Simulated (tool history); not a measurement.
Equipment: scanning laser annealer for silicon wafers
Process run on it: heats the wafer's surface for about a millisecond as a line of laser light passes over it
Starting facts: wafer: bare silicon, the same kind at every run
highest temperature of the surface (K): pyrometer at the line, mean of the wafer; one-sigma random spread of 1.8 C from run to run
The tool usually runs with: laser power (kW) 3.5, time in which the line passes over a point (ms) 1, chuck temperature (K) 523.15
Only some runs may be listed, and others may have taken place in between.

| run | hour | laser power (kW) | time in which the line passes over a point (ms) | chuck temperature (K) | highest temperature of the surface (K) |
|---|---|---|---|---|---|
| 1 | 0 | 3.5 | 1 | 523.15 | 1262.15 |
| 2 | 5.2 | 3.5 | 1 | 523.15 | 1263.15 |
| 3 | 13.7 | 3.5 | 1 | 491.15 | 1230.15 |
| 4 | 19.4 | 3.5 | 1 | 537.15 | 1277.15 |
| 5 | 24.6 | 3.5 | 1 | 537.15 | 1275.15 |
| 6 | 32.1 | 3.5 | 1 | 537.15 | 1276.15 |
| 7 | 37 | 3.5 | 1 | 537.15 | 1278.15 |
| 8 | 46.8 | 3.5 | 1 | 537.15 | 1276.15 |
| 9 | 54.1 | 3.5 | 1 | 537.15 | 1276.15 |
| 10 | 63.5 | 3.5 | 1 | 545.15 | 1282.15 |
| 11 | 72.7 | 3.556 | 1.23 | 556.15 | 1380.15 |
| 12 | 79.9 | 3.553 | 1.06 | 486.15 | 1253.15 |
| 13 | 84 | 3.034 | 0.91 | 547.15 | 1138.15 |

Run 14 has not been measured yet. What should we expect?
| 14 | 93.4 | 3.756 | 0.86 | 523.15 | ? |

{"run 14": {"highest temperature of the surface (K)": 1277.15}}
The same run, on a tool lacking any hidden state, would have yielded highest temperature of the surface (K) 1297.15.
